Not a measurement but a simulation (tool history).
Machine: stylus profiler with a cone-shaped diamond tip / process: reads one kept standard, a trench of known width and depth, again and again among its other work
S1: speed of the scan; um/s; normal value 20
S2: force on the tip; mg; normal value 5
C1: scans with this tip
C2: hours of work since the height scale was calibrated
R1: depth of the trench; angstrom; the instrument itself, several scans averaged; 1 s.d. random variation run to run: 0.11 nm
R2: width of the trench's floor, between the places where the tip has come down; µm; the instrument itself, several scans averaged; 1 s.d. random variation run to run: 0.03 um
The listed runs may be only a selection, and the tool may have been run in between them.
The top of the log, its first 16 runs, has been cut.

run 17 hour=379.6 | S1=20 S2=9.9 | C1=12037 C2=824 | R1=2063.8 R2=46.43
run 18 hour=394.6 | S1=20 S2=9.9 | C1=12154 C2=832 | R1=2066 R2=46.37
run 19 hour=427.1 | S1=20 S2=5 | C1=12405 C2=849 | R1=2042.5 R2=46.37
run 20 hour=448.3 | S1=20 S2=5 | C1=12569 C2=860 | R1=2044.3 R2=46.36
run 21 hour=474.8 | S1=63 S2=13.44 | C1=12774 C2=874 | R1=2078 R2=46.27
run 22 hour=495.9 | S1=8 S2=12.29 | C1=12938 C2=886 | R1=2076.1 R2=46.41
run 23 hour=519.9 | S1=8 S2=2.32 | C1=13123 C2=898 | R1=2029.3 R2=46.37
run 24 hour=552 | S1=8 S2=2.32 | C1=13371 C2=915 | R1=2030.4 R2=46.4
run 25 hour=574.3 | S1=24 S2=10.28 | C1=13544 C2=927 | R1=2068 R2=46.34
run 26 hour=593.4 | S1=24 S2=10.28 | C1=13692 C2=937 | R1=2067.8 R2=46.35
run 27 hour=629.7 | S1=14 S2=5.7 | C1=13973 C2=956 | R1=2048.2 R2=46.28
run 28 hour=648.5 | S1=6 S2=9.31 | C1=14119 C2=966 | R1=2063.4 R2=46.32
run 29 hour=683.2 | S1=8 S2=2.93 | C1=14387 C2=985 | R1=2033.4 R2=46.3
run 30 hour=701.2 | S1=8 S2=2.93 | C1=14526 C2=994 | R1=2033.5 R2=46.26
run 31 hour=734.3 | S1=18 S2=3.21 | C1=14782 C2=1012 | R1=2035.5 R2=46.31
run 32 hour=754.3 | S1=6 S2=11.78 | C1=14937 C2=1023 | R1=2074.9 R2=46.28
run 33 hour=788.3 | S1=6 S2=11.78 | C1=15200 C2=1041 | R1=2073.4 R2=46.29
run 34 hour=824.1 | S1=14 S2=3.88 | C1=15477 C2=1059 | R1=2039.8 R2=46.2
run 35 hour=853.3 | S1=14 S2=3.88 | C1=15704 C2=1075 | R1=2038.7 R2=46.21
run 36 hour=876.3 | S1=13 S2=10.29 | C1=15881 C2=1087 | R1=2069.4 R2=46.19
run 37 hour=904.1 | S1=39 S2=9.9 | C1=16096 C2=1102 | R1=2067.9 R2=46.17
run 38 hour=926.7 | S1=20 S2=2.97 | C1=16271 C2=1114 | R1=2037.1 R2=46.15
run 39 hour=948 | S1=25 S2=1.98 | C1=16436 C2=1125 | R1=2028.9 R2=46.14
-- hour=953.8 height scale calibrated on a step standard
run 40 hour=979.9 | S1=30 S2=5 | C1=16679 C2=14 | R1=2034.8 R2=46.12

Below are 3 alternative next runs, each starting from the tool's condition after run 40. Predict each:
run A hour=995.7 | S1=24 S2=2.41 | C1=16801 C2=22 | R1=? R2=?
run B hour=995.7 | S1=9 S2=3.28 | C1=16801 C2=22 | R1=? R2=?
run C hour=995.7 | S1=34 S2=2.92 | C1=16801 C2=22 | R1=? R2=?

run=A R1=2023.1 R2=46.09
run=B R1=2030.1 R2=46.18
run=C R1=2025.4 R2=46.11
Take away the tool's hidden state, keep each run's random variation, and the runs would have read:
run=A R1=2022.9 R2=47.09
run=B R1=2029.9 R2=47.17
run=C R1=2025.2 R2=47.1

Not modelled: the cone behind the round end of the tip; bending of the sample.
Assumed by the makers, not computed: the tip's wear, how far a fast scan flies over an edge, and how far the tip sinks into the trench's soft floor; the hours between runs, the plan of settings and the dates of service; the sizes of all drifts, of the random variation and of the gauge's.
